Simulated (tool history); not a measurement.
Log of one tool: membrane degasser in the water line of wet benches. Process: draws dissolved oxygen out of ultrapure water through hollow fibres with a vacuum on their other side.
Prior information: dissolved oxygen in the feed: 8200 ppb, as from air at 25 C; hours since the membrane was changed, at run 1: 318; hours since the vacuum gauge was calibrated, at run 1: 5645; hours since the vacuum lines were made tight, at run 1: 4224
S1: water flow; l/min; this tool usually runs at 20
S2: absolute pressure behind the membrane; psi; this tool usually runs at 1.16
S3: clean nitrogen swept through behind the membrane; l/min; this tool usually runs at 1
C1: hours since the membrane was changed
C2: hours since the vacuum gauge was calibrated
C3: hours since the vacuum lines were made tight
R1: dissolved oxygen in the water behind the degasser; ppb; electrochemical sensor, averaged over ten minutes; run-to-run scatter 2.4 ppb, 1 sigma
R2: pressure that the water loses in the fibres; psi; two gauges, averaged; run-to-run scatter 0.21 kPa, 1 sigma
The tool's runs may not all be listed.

run    hour  S1     S2    S3    C1    C2    C3     R1      R2
  1       0  20   1.16     1   318  5645  4224  250.7   6.986
       16.7  -- vacuum gauge calibrated
  2    79.5  20   1.16     1   397    63  4303  245.8    6.94
  3   207.2  20   1.16     1   525   190  4431  245.8   6.992
  4   272.2  29   1.16     1   590   255  4496  350.6   10.05
  5   385.7  20   1.16     1   703   369  4610  245.4   6.994
  6   509.4  20   1.16     1   827   493  4733  246.7   6.962
  7   599.8  20   1.16   0.4   918   583  4824  478.7   7.007
  8   721.3  20   1.16     1  1039   705  4945  249.4   6.978
  9   779.3  18   1.16     1  1097   763  5003  223.6   6.331
 10   848.9  20   1.16     1  1167   832  5073  251.2   7.021
 11   937.9  29   1.16     1  1256   921  5162  357.2  10.148
 12  1017.5  20   1.16     1  1335  1001  5241  246.8   7.029
 13  1103.8  20   1.16     1  1421  1087  5328  244.2   7.055
 14  1162.4  20   1.16  0.95  1480  1146  5386  254.1   7.056
 15  1293.5  20   1.16  0.95  1611  1277  5517  256.3   6.989
 16  1373.2  20   1.16  0.58  1691  1356  5597  373.2   7.056
 17  1443.4  19   0.77  1.27  1761  1427  5667  107.5   6.679
 18  1503.4  19   0.77  1.27  1821  1487  5727  109.7   6.683
 19  1600.3  19   0.77  1.27  1918  1584  5824  107.8   6.725
 20  1699.3  19  0.827  0.87  2017  1683  5923    159   6.734
 21  1768.8  20  1.919  0.56  2086  1752  5993  720.3   7.091
 22  1828.9  20  1.919  0.56  2147  1812  6053  721.1   7.063
 23  1884.3  20  2.007     1  2202  1868  6108  497.6   7.104
 24  2004.2  20   1.06  0.98  2322  1987  6228  225.1   7.002
 25  2082.6  15   1.06  2.24  2400  2066  6307   89.8   5.284
     2122.8  -- seals of the vacuum lines changed
 26  2144.2  15   1.06  2.24  2460  2125    21     87   5.276
 27  2207.8  15   1.06  2.24  2523  2189    85   88.4   5.349
 28  2292.3  20  1.191  2.68  2608  2274   170  130.6   7.085
 29  2350.1  20   1.16  1.75  2666  2331   227  164.3   7.098
 30  2454.7  19  0.901  1.28  2770  2436   332  138.9   6.744
 31  2561.6  20   2.77  0.67  2877  2543   439  948.8   7.072
 32  2676.6  20   2.77  0.67  2992  2658   554  922.2   7.165

3 options for the next run, each taken on its own from the tool as it stands now. Forecast them:
  A  2735.2  25  1.017  1.62  3051  2716  612   ?   ?
  B  2735.2  20  1.787  2.23  3051  2716  612   ?   ?
  C  2735.2  20  0.777  0.67  3051  2716  612   ?   ?

run     R1     R2
  A  192.5  8.801
  B  229.5  7.084
  C  180.7  7.081
Take away the tool's hidden state, keep each run's random variation, and the runs would have read:
run     R1     R2
  A  182.6  8.595
  B  222.7  6.918
  C  169.8  6.915
